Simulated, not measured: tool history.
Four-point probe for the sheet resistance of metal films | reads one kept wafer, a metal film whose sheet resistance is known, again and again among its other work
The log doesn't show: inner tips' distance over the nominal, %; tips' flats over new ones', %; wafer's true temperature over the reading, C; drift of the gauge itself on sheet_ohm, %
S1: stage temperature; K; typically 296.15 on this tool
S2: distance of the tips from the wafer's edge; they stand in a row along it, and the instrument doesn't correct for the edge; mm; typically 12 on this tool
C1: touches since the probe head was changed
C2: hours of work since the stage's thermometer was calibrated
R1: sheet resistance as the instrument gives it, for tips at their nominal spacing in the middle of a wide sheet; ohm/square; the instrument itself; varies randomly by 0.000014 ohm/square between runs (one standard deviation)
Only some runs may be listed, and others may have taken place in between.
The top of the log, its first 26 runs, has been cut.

Run 27, hour 1502: usual settings; C1 42110; C2 1312. Result: R1 0.06846 ohm/square.
Run 28, hour 1545.6: usual settings but S1 299.15 K, S2 3 mm; C1 42953; C2 1329. Result: R1 0.071828 ohm/square.
Run 29, hour 1600.6: usual settings but S1 299.15 K, S2 3 mm; C1 44016; C2 1351. Result: R1 0.071838 ohm/square.
Run 30, hour 1635.7: usual settings but S1 303.15 K, S2 5 mm; C1 44695; C2 1365. Result: R1 0.069177 ohm/square.
Run 31, hour 1693: usual settings but S1 308.15 K, S2 9 mm; C1 45802; C2 1388. Result: R1 0.067934 ohm/square.
Run 32, hour 1731.4: usual settings but S1 291.15 K, S2 6 mm; C1 46546; C2 1404. Result: R1 0.06946 ohm/square.
Run 33, hour 1784.4: usual settings but S1 291.15 K, S2 6 mm; C1 47570; C2 1425. Result: R1 0.069461 ohm/square.
Run 34, hour 1828.2: usual settings but S1 304.15 K, S2 10 mm; C1 48417; C2 1443. Result: R1 0.068033 ohm/square.
Run 35, hour 1903.1: usual settings but S1 305.15 K, S2 45 mm; C1 49865; C2 1473. Result: R1 0.067645 ohm/square.
Run 36, hour 1953.4: usual settings but S1 305.15 K, S2 45 mm; C1 50837; C2 1493. Result: R1 0.067624 ohm/square.
Run 37, hour 1996.7: usual settings but S1 300.15 K, S2 10 mm; C1 51674; C2 1510. Result: R1 0.068243 ohm/square.
Run 38, hour 2034.9: usual settings but S1 302.15 K, S2 22 mm; C1 52412; C2 1526. Result: R1 0.06788 ohm/square.
Run 39, hour 2076.6: usual settings but S1 302.15 K, S2 48 mm; C1 53219; C2 1543. Result: R1 0.067797 ohm/square.
Run 40, hour 2115: usual settings but S1 292.15 K, S2 30 mm; C1 53961; C2 1558. Result: R1 0.068366 ohm/square.
Run 41, hour 2182.7: usual settings but S1 303.15 K, S2 74 mm; C1 55270; C2 1585. Result: R1 0.067699 ohm/square.
Run 42, hour 2232.5: usual settings but S1 306.15 K, S2 48 mm; C1 56232; C2 1605. Result: R1 0.067558 ohm/square.
Run 43, hour 2290.8: usual settings but S1 295.15 K, S2 8 mm; C1 57360; C2 1629. Result: R1 0.068734 ohm/square.
Run 44, hour 2352.2: usual settings but S2 11 mm; C1 58546; C2 1653. Result: R1 0.068401 ohm/square.
Run 45, hour 2399.8: usual settings but S2 11 mm; C1 59466; C2 1673. Result: R1 0.068367 ohm/square.
Run 46, hour 2436.9: usual settings but S2 11 mm; C1 60184; C2 1687. Result: R1 0.068379 ohm/square.

Below are 3 alternative next runs, each starting from the tool's condition after run 46. Predict each:
Run A, hour 2486.4: usual settings but S1 303.15 K, S2 47 mm; C1 61140; C2 1707. Result: R1 ?.
Run B, hour 2486.4: usual settings but S2 40 mm; C1 61140; C2 1707. Result: R1 ?.
Run C, hour 2486.4: usual settings but S2 9 mm; C1 61140; C2 1707. Result: R1 ?.

run        R1
  A  0.067721
  B  0.068106
  C  0.068522
What these runs would have given with no unlogged condition in the tool:
run        R1
  A  0.068446
  B  0.068837
  C  0.069257
